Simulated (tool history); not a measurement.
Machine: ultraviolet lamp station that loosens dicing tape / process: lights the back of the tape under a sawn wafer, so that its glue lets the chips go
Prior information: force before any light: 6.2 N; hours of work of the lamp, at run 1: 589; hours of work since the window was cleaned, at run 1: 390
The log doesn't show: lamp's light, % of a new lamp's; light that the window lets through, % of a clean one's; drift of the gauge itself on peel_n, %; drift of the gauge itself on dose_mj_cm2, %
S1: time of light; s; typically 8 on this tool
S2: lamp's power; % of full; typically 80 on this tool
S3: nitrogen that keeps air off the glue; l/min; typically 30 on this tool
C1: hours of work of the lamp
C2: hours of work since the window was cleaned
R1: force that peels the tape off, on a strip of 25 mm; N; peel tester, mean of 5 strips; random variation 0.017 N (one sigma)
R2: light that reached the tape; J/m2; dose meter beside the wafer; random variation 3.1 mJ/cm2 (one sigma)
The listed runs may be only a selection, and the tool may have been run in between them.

run    hour  S1   S2  S3    C1   C2     R1    R2
  1       0   8   80  30   589  390  1.476  3160
       37.5  -- window cleaned of glue's vapour
  2    54.3   8   80  30   622   10  1.684  2830
  3      99   8   80  30   650   38  1.754  2700
  4   141.5   8   80  30   676   64  1.787  2670
      173.8  -- window cleaned of glue's vapour, once more
  5   208.5   8   80  30   717   21  1.208  3580
  6   279.4   8   80  30   761   65  1.276  3420
  7     346   8  100  30   802  106  0.946  4120
  8   394.8   8   80  30   832  137  1.387  3230
  9   437.4   6   80  30   858  163   2.07  2400
 10   479.9   6   80  30   885  189  2.158  2350
 11   525.2  14   80  30   913  217  0.631  5290
 12     577   8   80  15   945  249  2.075  2960
 13   641.4   8   80  15   984  289  2.214  2770
 14   708.2   8   79  30  1026  330  1.777  2680
 15     762   8   80  16  1059  363  2.246  2620
      780.2  -- lamp changed
 16   818.6   8   80  30    24  398  1.061  3770
      846.5  -- window cleaned of glue's vapour
 17   880.7   8   80  30    62   21  0.832  4420
 18   915.5   8   80  30    83   43  0.859  4380
 19   965.7   8   80  30   114   74  0.919  4280
 20  1037.9   8   80  30   159  118  0.935  4170
 21    1096   8   80  30   195  154   0.99  4080
 22    1164   8   80  30   237  196  1.012  3910
 23  1195.8   8   80  30   256  216  1.102  3830
 24  1235.2   8   65  30   281  240  1.558  3120
 25    1296  14   84  13   318  278  0.647  6710
 26  1336.9   8   87  11   344  303  1.716  3870
 27  1370.4   8   80  37   364  324  1.127  3570
 28  1410.8  12   80  16   389  349  0.909  5220
 29  1455.5  12   72  14   417  376  1.233  4560
 30  1510.8   4   82  24   451  410  3.011  1680
     1516.5  -- window cleaned of glue's vapour
 31  1547.5   9   89  26   473   19  0.734  4910
 32  1599.1  10   75  30   505   51  0.822  4480
 33  1658.2   8   80  25   542   88  1.227  3770
 34  1701.4   8   93  28   568  114  0.952  4240
 35  1767.8   8   93  28   609  155  1.012  4070
 36  1810.4   4   80  14   636  182  3.293  1720
 37  1846.3   4   88  30   658  204   2.63  1830
 38  1897.7   4   80  30   690  236  2.908  1650
 39  1950.9   4   80  30   723  268  2.967  1600
 40  1981.4   4   80  22   741  287  3.216  1570
 41  2011.4   8   65  44   760  306  1.691  2560
 42  2080.1   7   91  30   802  348  1.548  2990
 43  2147.5   4   91  19   844  390  3.145  1670

3 options for the next run, each taken on its own from the tool as it stands now. Forecast them:
     2190  -- window cleaned of glue's vapour
  A  2214   4  82  14  885  15   ?   ?
     2190  -- window cleaned of glue's vapour
  B  2214   4  91  40  885  15   ?   ?
     2190  -- window cleaned of glue's vapour
  C  2214   4  64  19  885  15   ?   ?

run     R1    R2
  A  3.263  1730
  B  2.328  1930
  C  3.637  1320
Without the tool's unlogged condition, the same runs would have read:
run     R1    R2
  A  2.592  2370
  B  1.651  2630
  C  2.976  1820

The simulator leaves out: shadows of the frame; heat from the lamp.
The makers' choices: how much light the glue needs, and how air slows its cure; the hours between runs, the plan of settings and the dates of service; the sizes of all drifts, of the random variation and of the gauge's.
